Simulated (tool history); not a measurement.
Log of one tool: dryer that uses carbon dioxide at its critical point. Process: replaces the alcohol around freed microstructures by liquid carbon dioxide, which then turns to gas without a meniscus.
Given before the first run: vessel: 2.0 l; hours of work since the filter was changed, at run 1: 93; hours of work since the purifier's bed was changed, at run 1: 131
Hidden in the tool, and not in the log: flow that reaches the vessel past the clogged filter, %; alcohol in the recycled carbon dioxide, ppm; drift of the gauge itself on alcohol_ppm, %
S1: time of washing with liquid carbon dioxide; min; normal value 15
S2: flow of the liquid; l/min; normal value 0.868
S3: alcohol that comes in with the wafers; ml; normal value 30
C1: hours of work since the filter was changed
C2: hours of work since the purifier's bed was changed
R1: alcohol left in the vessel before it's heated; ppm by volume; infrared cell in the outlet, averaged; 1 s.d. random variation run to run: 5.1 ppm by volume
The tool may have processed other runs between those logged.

run     day  S1     S2   S3   C1   C2   R1
  1   0.000  15  0.868   30   93  131  114
  2   0.450  15  0.630   30   97  135  422
  3   0.829  15  0.868   30  100  138  116
  4   1.071  15  0.868   30  102  140  112
  5   1.546  15  0.868   30  107  144  122
  6   1.900  15  0.868   30  110  147  116
  7   2.429  15  1.024   30  115  152   66
  8   2.842  15  1.024   72  118  156  108
  9   3.088  15  1.024   72  120  158  113
 10   3.562  15  1.024   72  125  162  119
 11   4.088  15  1.024   72  129  167  114
 12   4.458  15  1.024   72  133  170  113
 13   4.833  15  0.819   30  136  174  154
 14   5.242  15  0.868   30  140  177  122
 15   5.542  15  0.868   30  142  180  128
 16   5.992  15  0.868   30  146  184  126
 17   6.300  15  0.868   30  149  187  131
 18   6.712  20  0.868   30  153  190   48
 19   7.246  20  0.868   30  157  195   44
 20   7.679  15  0.739   30  161  199  248
 21   7.971  15  0.739   30  164  201  258
 22   8.450  22  1.020   26  168  206   40
 23   8.725  22  1.020   26  171  208   28
 24   9.088  12  0.816   26  174  211  333
 25   9.454  12  0.816   26  177  215  349
 26   9.683  14  0.931   63  179  217  246
 27   9.908  23  0.868  109  181  219   54
 28  10.162  24  1.087   50  183  221   36
 29  10.538  19  1.087   50  187  224   46
 30  10.829  19  1.087   50  189  227   45

Run 31, settings as shown, results not yet in. Your forecast:
 31  11.079  19  0.955  50  192  229   ?

R1: 62 ppm by volume
If the tool had no hidden condition, the same run with the same run-to-run variation would have returned R1 18 ppm by volume.
